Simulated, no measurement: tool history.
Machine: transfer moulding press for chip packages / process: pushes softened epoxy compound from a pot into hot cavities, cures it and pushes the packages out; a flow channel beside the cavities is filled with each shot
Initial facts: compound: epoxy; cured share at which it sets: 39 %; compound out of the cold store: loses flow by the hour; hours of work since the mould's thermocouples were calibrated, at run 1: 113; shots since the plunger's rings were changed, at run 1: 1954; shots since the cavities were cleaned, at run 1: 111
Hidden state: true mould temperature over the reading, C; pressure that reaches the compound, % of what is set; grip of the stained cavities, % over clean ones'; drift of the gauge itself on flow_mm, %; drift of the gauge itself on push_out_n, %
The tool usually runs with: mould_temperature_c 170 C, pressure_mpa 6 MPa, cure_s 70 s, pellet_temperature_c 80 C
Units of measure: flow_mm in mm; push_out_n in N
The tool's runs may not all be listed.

| run | day | mould_temperature_c | pressure_mpa | cure_s | pellet_temperature_c | hours of work since the mould's thermocouples were calibrated | shots since the plunger's rings were changed | shots since the cavities were cleaned | incoming compound's hours out of the cold store | flow_mm | push_out_n |
|---|---|---|---|---|---|---|---|---|---|---|---|
| 1 | 0 | 170 | 6 | 70 | 80 | 113 | 1954 | 111 | 12.1 | 611 | 768 |
| 2 | 1.183 | 170 | 6 | 70 | 80 | 127 | 2261 | 418 | 18.4 | 595 | 1002 |
|  | 2.629 | cavities cleaned with cleaning compound and waxed |
| 3 | 3.662 | 174 | 6 | 70 | 80 | 157 | 2887 | 268 | 8 | 604 | 1060 |
| 4 | 5.129 | 174 | 6 | 70 | 80 | 175 | 3267 | 648 | 26.7 | 564 | 966 |
|  | 5.712 | cavities cleaned with cleaning compound and waxed |
|  | 7.092 | plunger's sealing rings changed |
| 5 | 7.717 | 170 | 6 | 70 | 80 | 204 | 162 | 492 | 18.7 | 616 | 1053 |
|  | 8.762 | cavities cleaned with cleaning compound and waxed |
| 6 | 8.979 | 170 | 6 | 70 | 80 | 219 | 474 | 57 | 10.3 | 631 | 755 |
| 7 | 10.8 | 170 | 6.79 | 70 | 80 | 241 | 945 | 528 | 18.2 | 648 | 1087 |
|  | 11.862 | cavities cleaned with cleaning compound and waxed |
| 8 | 12.429 | 170 | 6.79 | 70 | 80 | 260 | 1351 | 147 | 15.8 | 646 | 819 |
| 9 | 14.542 | 170 | 6.79 | 70 | 80 | 286 | 1898 | 694 | 38.4 | 595 | 1059 |
|  | 14.946 | cavities cleaned with cleaning compound and waxed |
| 10 | 16.283 | 170 | 6.79 | 70 | 80 | 307 | 2333 | 346 | 43.3 | 568 | 902 |
|  | 17.958 | cavities cleaned with cleaning compound and waxed |
| 11 | 18.312 | 170 | 6.79 | 70 | 80 | 331 | 2843 | 92 | 9.6 | 653 | 733 |
|  | 18.967 | cavities cleaned with cleaning compound and waxed, once more |
| 12 | 20.208 | 177 | 6.79 | 70 | 80 | 353 | 3318 | 322 | 23.6 | 592 | 691 |
|  | 22.038 | plunger's sealing rings changed |
|  | 22.1 | cavities cleaned with cleaning compound and waxed |
| 13 | 23.062 | 177 | 6.79 | 70 | 80 | 386 | 250 | 250 | 15.3 | 649 | 636 |
|  | 25.175 | cavities cleaned with cleaning compound and waxed |
| 14 | 25.271 | 174 | 5.06 | 70 | 80 | 412 | 806 | 25 | 31 | 525 | 551 |
| 15 | 27.188 | 174 | 5.06 | 82 | 71 | 435 | 1302 | 521 | 42.4 | 498 | 685 |
|  | 28.096 | cavities cleaned with cleaning compound and waxed |
| 16 | 29.958 | 176 | 5.06 | 98 | 71 | 468 | 2004 | 483 | 39.4 | 498 | 655 |
|  | 31.1 | cavities cleaned with cleaning compound and waxed |
| 17 | 32.646 | 177 | 7.14 | 58 | 89 | 501 | 2684 | 400 | 13.2 | 629 | 1033 |
|  | 34.208 | cavities cleaned with cleaning compound and waxed |
| 18 | 35.042 | 175 | 6.28 | 77 | 80 | 529 | 3288 | 216 | 40.4 | 539 | 627 |
|  | 36.929 | plunger's sealing rings changed |
| 19 | 37.117 | 173 | 7.21 | 57 | 80 | 553 | 49 | 727 | 27.8 | 648 | 1507 |
|  | 37.421 | cavities cleaned with cleaning compound and waxed |
| 20 | 38.554 | 173 | 4.58 | 100 | 73 | 570 | 405 | 294 | 21.5 | 532 | 612 |
|  | 40.483 | cavities cleaned with cleaning compound and waxed |
| 21 | 40.554 | 173 | 4.58 | 100 | 73 | 593 | 907 | 18 | 35.3 | 498 | 429 |
| 22 | 42.979 | 167 | 6.83 | 70 | 80 | 623 | 1536 | 647 | 13.7 | 667 | 1414 |
|  | 43.396 | cavities cleaned with cleaning compound and waxed |
| 23 | 44.942 | 174 | 6.83 | 77 | 82 | 646 | 2028 | 401 | 45.8 | 562 | 718 |
| 24 | 46.2 | 170 | 6.61 | 79 | 89 | 662 | 2353 | 726 | 15.5 | 635 | 901 |
|  | 46.4 | cavities cleaned with cleaning compound and waxed |
| 25 | 48.646 | 177 | 6.61 | 79 | 72 | 691 | 2972 | 583 | 10.6 | 623 | 734 |
|  | 49.408 | cavities cleaned with cleaning compound and waxed |
| 26 | 51.55 | 169 | 5.9 | 70 | 73 | 725 | 3708 | 555 | 45.1 | 517 | 1141 |

Alternative continuations, all from the tool just after run 26; predict every row:
|  | 51.858 | plunger's sealing rings changed |
|  | 52.533 | cavities cleaned with cleaning compound and waxed |
| A | 53.946 | 169 | 5.9 | 70 | 71 | 753 | 524 | 366 | 9.4 | ? | ? |
|  | 51.858 | plunger's sealing rings changed |
|  | 52.533 | cavities cleaned with cleaning compound and waxed |
| B | 53.946 | 177 | 5.9 | 109 | 76 | 753 | 524 | 366 | 30.3 | ? | ? |
|  | 51.858 | plunger's sealing rings changed |
|  | 52.533 | cavities cleaned with cleaning compound and waxed |
| C | 53.946 | 170 | 5.32 | 70 | 80 | 753 | 524 | 366 | 40.8 | ? | ? |

| run | flow_mm | push_out_n |
|---|---|---|
| A | 638 | 1216 |
| B | 559 | 662 |
| C | 528 | 986 |
Stripped of hidden state, with their random variation kept, the same runs would have yielded:
| run | flow_mm | push_out_n |
|---|---|---|
| A | 640 | 706 |
| B | 561 | 429 |
| C | 530 | 585 |

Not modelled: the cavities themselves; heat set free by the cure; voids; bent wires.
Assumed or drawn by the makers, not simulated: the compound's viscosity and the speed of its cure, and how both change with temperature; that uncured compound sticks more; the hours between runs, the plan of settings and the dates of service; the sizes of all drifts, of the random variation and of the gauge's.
